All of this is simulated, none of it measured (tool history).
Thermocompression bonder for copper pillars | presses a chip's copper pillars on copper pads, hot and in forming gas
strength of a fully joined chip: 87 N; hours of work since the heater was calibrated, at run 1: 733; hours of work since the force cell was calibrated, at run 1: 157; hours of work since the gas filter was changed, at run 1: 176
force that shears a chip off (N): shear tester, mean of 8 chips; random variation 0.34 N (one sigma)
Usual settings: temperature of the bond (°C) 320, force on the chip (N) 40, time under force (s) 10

run,hour,temperature of the bond (°C),force on the chip (N),time under force (s),hours of work since the heater was calibrated,hours of work since the force cell was calibrated,hours of work since the gas filter was changed,force that shears a chip off (N)
1,0.0,320,40,10,733,157,176,47.8
2,11.7,320,40,10,738,162,181,48.1
3,17.6,320,40,8,741,165,184,44.8
4,31.5,320,40,8,748,172,190,44.4
5,45.3,320,47,10,754,178,197,51.3
6,51.4,320,47,10,757,181,200,51.3
7,59.6,320,40,10,761,185,203,48.2
8,72.0,320,40,10,766,191,209,48.1
9,78.9,320,40,10,770,194,213,48.2
10,92.2,320,40,10,776,200,219,47.6
11,99.3,320,40,28,779,204,222,63.8
12,112.4,320,40,28,785,210,228,64.4
# hour 115.0: forming gas filter changed
13,120.0,320,40,28,789,213,2,64.5
14,134.5,320,40,10,796,220,9,48.7
15,146.6,320,40,10,801,226,15,48.1
16,160.3,320,40,10,808,232,21,47.8
17,173.9,320,40,10,814,238,28,48.1
18,183.6,320,40,10,819,243,32,47.7
19,197.8,320,40,10,825,250,39,47.7
# hour 201.9: heater calibrated with a thermocouple chip
20,210.2,320,40,10,4,254,44,47.5
21,218.6,320,40,10,8,258,48,47.9
22,225.3,341,25,13,11,262,51,49.0
23,237.4,291,39,13,17,267,57,41.1
24,249.4,297,46,23,22,273,62,56.0
25,256.2,297,46,23,25,276,65,55.0
26,267.4,337,27,23,31,281,71,58.3
27,276.2,320,38,26,35,285,75,61.5
28,287.6,291,40,5,40,291,80,28.8
29,300.5,295,53,19,46,297,86,55.0
30,306.9,344,26,5,49,300,89,36.6
31,315.9,344,26,5,54,304,93,37.0
32,323.5,305,38,9,57,308,97,40.0

The next listed run, before its measurement:
33,335.0,329,38,9,62,313,102,?

Run 33 gave force that shears a chip off (N) 48.5.
Without the tool's hidden state the same run would have given force that shears a chip off (N) 48.6.
